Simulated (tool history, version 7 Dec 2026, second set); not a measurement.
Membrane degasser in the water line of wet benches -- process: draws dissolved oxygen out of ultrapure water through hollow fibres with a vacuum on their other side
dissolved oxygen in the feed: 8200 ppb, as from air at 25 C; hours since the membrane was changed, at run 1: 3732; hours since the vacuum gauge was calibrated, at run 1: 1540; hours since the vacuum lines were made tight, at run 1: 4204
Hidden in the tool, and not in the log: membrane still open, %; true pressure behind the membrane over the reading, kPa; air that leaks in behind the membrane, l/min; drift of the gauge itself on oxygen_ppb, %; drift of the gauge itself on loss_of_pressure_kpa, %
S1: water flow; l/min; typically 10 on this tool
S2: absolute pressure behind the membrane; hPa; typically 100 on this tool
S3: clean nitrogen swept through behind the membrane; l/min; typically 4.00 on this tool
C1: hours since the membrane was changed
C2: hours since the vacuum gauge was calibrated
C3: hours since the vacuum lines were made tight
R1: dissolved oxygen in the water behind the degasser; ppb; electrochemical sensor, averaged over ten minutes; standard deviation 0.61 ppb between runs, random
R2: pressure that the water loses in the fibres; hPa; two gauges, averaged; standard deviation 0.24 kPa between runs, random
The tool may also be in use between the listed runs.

run    hour  S1   S2    S3    C1    C2    C3     R1     R2
  1     0.0  10  100  4.00  3732  1540  4204   52.6  633.7
  2    63.7  10  100  4.00  3796  1604  4267   51.8  631.8
  3   129.3  10  100  4.00  3861  1669  4333   52.8  626.7
  4   239.1  10  100  4.00  3971  1779  4443   52.5  628.3
  5   343.8  10  100  4.00  4076  1884  4547   51.9  631.1
  6   433.8  10  100  4.00  4166  1974  4637   51.4  624.8
  7   536.7  10  100  4.00  4269  2077  4740   53.4  625.0
  8   649.7  10  100  4.00  4382  2190  4853   53.2  626.8
  9   711.8  10  100  4.00  4444  2252  4916   52.8  627.6
 10   783.8  10  100  4.00  4516  2324  4987   50.9  624.6
 11   864.9  10  100  4.00  4597  2405  5069   51.7  629.8
 12   977.1  10  100  4.00  4709  2517  5181   53.4  625.1
 13  1083.2  10  100  4.00  4815  2623  5287   52.4  619.4
 14  1143.8  10  100  4.00  4876  2684  5348   51.5  624.1
 15  1219.5  10  100  4.00  4951  2760  5423   52.6  619.6
 16  1317.7  10  100  4.00  5050  2858  5521   52.7  618.0
 17  1379.1  10  100  4.00  5111  2919  5583   53.1  622.9
 18  1431.0  10  100  4.00  5163  2971  5635   53.6  621.4
 19  1524.8   9  223  4.00  5257  3065  5728  109.7  560.5
 20  1617.7   9  223  4.00  5350  3158  5821  112.1  550.2
 21  1669.7   9  223  4.00  5402  3210  5873  113.6  556.9
 22  1716.9  12   98  9.06  5449  3257  5921   45.5  737.9
 23  1820.4  15  100  4.27  5552  3361  6024  113.5  923.1
     1867.5  -- vacuum gauge calibrated
 24  1916.2   9   91  3.97  5648    49  6119   39.3  553.1
 25  2026.1   9  127  2.59  5758   159  6229   86.7  556.0
 26  2093.6   9  127  2.59  5825   226  6297   86.5  550.6
 27  2141.7   9  127  2.59  5873   274  6345   86.2  554.1
 28  2240.6   9  127  2.59  5972   373  6444   87.7  555.8
     2261.1  -- gauge calibrated
 29  2314.4  11  202  5.35  6046   447  6518  102.4  685.2
 30  2385.0   8  230  2.31  6117   517  6588  169.5  506.4
 31  2457.9   8  230  2.31  6189   590  6661  168.7  504.8

Forecast run 32:
 32  2536.1   9  100  6.60  6268  669  6739   ?   ?

Run 32 produced R1 30.6 ppb, R2 568.7 hPa.
With the hidden condition absent and the run-to-run variation left alone, this run would have shown R1 30.5 ppb, R2 570.2 hPa.
